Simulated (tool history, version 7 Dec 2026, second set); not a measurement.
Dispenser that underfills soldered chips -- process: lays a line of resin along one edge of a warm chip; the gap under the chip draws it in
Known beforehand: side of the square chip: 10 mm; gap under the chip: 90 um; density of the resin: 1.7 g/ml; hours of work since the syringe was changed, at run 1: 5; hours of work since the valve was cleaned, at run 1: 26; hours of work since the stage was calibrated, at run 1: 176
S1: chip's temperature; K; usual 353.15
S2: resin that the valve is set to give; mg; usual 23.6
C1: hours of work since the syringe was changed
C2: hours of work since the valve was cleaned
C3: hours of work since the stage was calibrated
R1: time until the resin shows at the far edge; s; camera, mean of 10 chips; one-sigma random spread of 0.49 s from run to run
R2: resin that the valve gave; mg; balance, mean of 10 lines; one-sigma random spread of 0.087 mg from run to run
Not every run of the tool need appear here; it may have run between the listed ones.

run  hour      S1    S2  C1  C2   C3    R1     R2
  1     0  353.15  23.6   5  26  176    51  23.17
      1.4  -- new syringe of resin
  2     4  353.15  21.9   2  28  178  44.9  21.36
     11.2  -- new syringe of resin
  3  11.6  353.15  21.9   0  32  183  41.5  21.41
  4  18.5  353.15  26.5   5  37  187  48.8  25.81
     20.5  -- new syringe of resin
  5  24.3  353.15  26.5   2  40  190  43.7  25.51
  6  27.6  353.15  26.5   4  42  192  48.2  25.77
     29.8  -- new syringe of resin
  7  34.6  340.15  23.6   3  46  197    89  22.75
     39.4  -- new syringe of resin
  8    42  353.15  23.6   2  50  201  43.4  22.76
  9  46.3  353.15  23.6   4  53  204  49.5  22.49
     48.7  -- new syringe of resin
 10  52.5  353.15  23.6   2  57  207  44.4  22.57
       58  -- new syringe of resin
 11  60.6  353.15  23.6   2  61  212  43.1   22.4

Estimate the outcome of run 12 from the log above:
 12  64.6  353.15  23.6   4  64  214   ?   ?

{"run 12": {"R1": 47.9, "R2": 22.33}}
The same run, on a tool lacking any hidden state, would have yielded R1 38 s, R2 23.56 mg.
